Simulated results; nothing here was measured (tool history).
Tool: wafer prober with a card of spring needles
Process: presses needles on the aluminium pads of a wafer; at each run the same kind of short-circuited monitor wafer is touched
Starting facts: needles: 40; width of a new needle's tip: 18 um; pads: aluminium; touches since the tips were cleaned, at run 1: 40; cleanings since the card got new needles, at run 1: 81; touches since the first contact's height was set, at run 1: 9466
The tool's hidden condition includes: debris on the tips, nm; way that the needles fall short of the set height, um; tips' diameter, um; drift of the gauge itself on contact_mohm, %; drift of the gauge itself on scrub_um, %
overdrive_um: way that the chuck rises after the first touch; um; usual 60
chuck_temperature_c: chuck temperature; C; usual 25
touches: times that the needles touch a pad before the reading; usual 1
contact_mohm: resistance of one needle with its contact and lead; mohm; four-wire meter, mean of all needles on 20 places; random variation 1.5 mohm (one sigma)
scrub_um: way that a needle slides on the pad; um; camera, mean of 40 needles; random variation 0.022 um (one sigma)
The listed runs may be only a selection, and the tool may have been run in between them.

run,day,overdrive_um,chuck_temperature_c,touches,touches since the tips were cleaned,cleanings since the card got new needles,touches since the first contact's height was set,contact_mohm,scrub_um
1,0.000,60,25,1,40,81,9466,166,7.99
# day 0.512: tips cleaned on abrasive film
# day 0.992: tips cleaned on abrasive film
2,0.992,60,25,1,0,83,16141,169,7.98
# day 1.517: tips cleaned on abrasive film
3,1.912,60,103,1,2673,84,22349,293,7.94
# day 2.000: tips cleaned on abrasive film
# day 2.579: tips cleaned on abrasive film
# day 3.096: tips cleaned on abrasive film
4,3.233,60,103,1,931,87,31221,245,7.94
# day 3.617: tips cleaned on abrasive film
# day 4.158: tips cleaned on abrasive film
# day 4.679: tips cleaned on abrasive film
5,4.788,60,25,1,738,90,41702,212,7.90
# day 5.254: tips cleaned on abrasive film
# day 5.771: tips cleaned on abrasive film
6,5.892,60,25,1,827,92,49141,221,7.85
# day 6.329: tips cleaned on abrasive film
# day 6.875: tips cleaned on abrasive film
# day 7.362: tips cleaned on abrasive film
7,7.362,60,25,1,0,95,59020,164,7.86
# day 7.938: tips cleaned on abrasive film
# day 8.475: tips cleaned on abrasive film
# day 8.954: tips cleaned on abrasive film
8,8.954,60,25,1,0,98,69735,175,7.81
# day 9.475: tips cleaned on abrasive film
# day 9.954: tips cleaned on abrasive film
9,9.954,60,25,1,0,100,76465,164,7.74
# day 10.033: height of the first contact set anew
# day 10.529: tips cleaned on abrasive film
# day 11.112: tips cleaned on abrasive film
10,11.175,77,29,1,422,102,7682,178,9.94
# day 11.642: tips cleaned on abrasive film
# day 12.200: tips cleaned on abrasive film
# day 12.738: tips cleaned on abrasive film
11,12.821,62,25,1,577,105,18759,206,7.96
# day 13.288: tips cleaned on abrasive film
# day 13.817: tips cleaned on abrasive film
# day 14.233: height of the first contact set anew, once more
# day 14.304: tips cleaned on abrasive film
12,14.304,77,28,3,0,108,445,147,10.30

Run 13 has not been measured yet. What should we expect?
# day 14.804: tips cleaned on abrasive film
# day 15.354: tips cleaned on abrasive film
13,15.788,71,28,3,2928,110,10457,?,?

Run 13 came out at contact_mohm 188 mohm, scrub_um 9.45 um.
Minus the tool's unlogged condition, the same run would have read contact_mohm 145 mohm, scrub_um 9.48 um.
